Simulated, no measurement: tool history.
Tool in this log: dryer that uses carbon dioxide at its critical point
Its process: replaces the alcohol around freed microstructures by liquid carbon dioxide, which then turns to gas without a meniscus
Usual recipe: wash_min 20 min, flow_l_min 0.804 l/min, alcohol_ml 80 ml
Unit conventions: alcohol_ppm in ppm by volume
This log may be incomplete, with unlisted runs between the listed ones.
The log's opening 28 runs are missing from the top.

run   hour  wash_min  flow_l_min  alcohol_ml  hours of work since the filter was changed  hours of work since the purifier's bed was changed  alcohol_ppm
 29  229.9        28       0.804          80                                         120                                                 353           48
 30  240.0        28       0.804          80                                         128                                                 360           44
 31  246.2        20       0.562          80                                         132                                                 365          280
 32  254.1        20       0.562          80                                         138                                                 370          287
 33  264.0        20       0.562          80                                         145                                                 378          293
 34  270.6        27       0.956          80                                         150                                                 383           45
 35  282.5        25       0.956          80                                         159                                                 391           46
 36  287.5        25       0.956          80                                         163                                                 395           53
 37  297.4        25       0.956          80                                         170                                                 402           45
 38  305.2        13       0.956          80                                         175                                                 408          208
 39  311.3        16       0.804          35                                         180                                                 412          103
 40  321.3        18       0.804          76                                         187                                                 420          112
 41  327.3        18       0.804          76                                         192                                                 424          108
 42  338.4        18       0.804          76                                         200                                                 432          109
 43  347.1        18       0.804          76                                         206                                                 439          113
 44  355.1        16       0.662          50                                         212                                                 445          278
 45  363.3        20       0.927          95                                         218                                                 451           64
 46  368.2        17       0.568          87                                         222                                                 454          674
 47  374.3        17       0.568          87                                         226                                                 459          675

Branching from run 47: 3 alternative next runs. What would each branch give?
  A  380.7        14       0.594          87                                         231                                                 464            ?
  B  380.7        25       0.852         119                                         231                                                 464            ?
  C  380.7        20       0.804          36                                         231                                                 464            ?

run  alcohol_ppm
  A         1172
  B           62
  C           71
The same runs, with their run-to-run variation unchanged, on a tool lacking any hidden condition would have given:
run  alcohol_ppm
  A          865
  B           10
  C           16
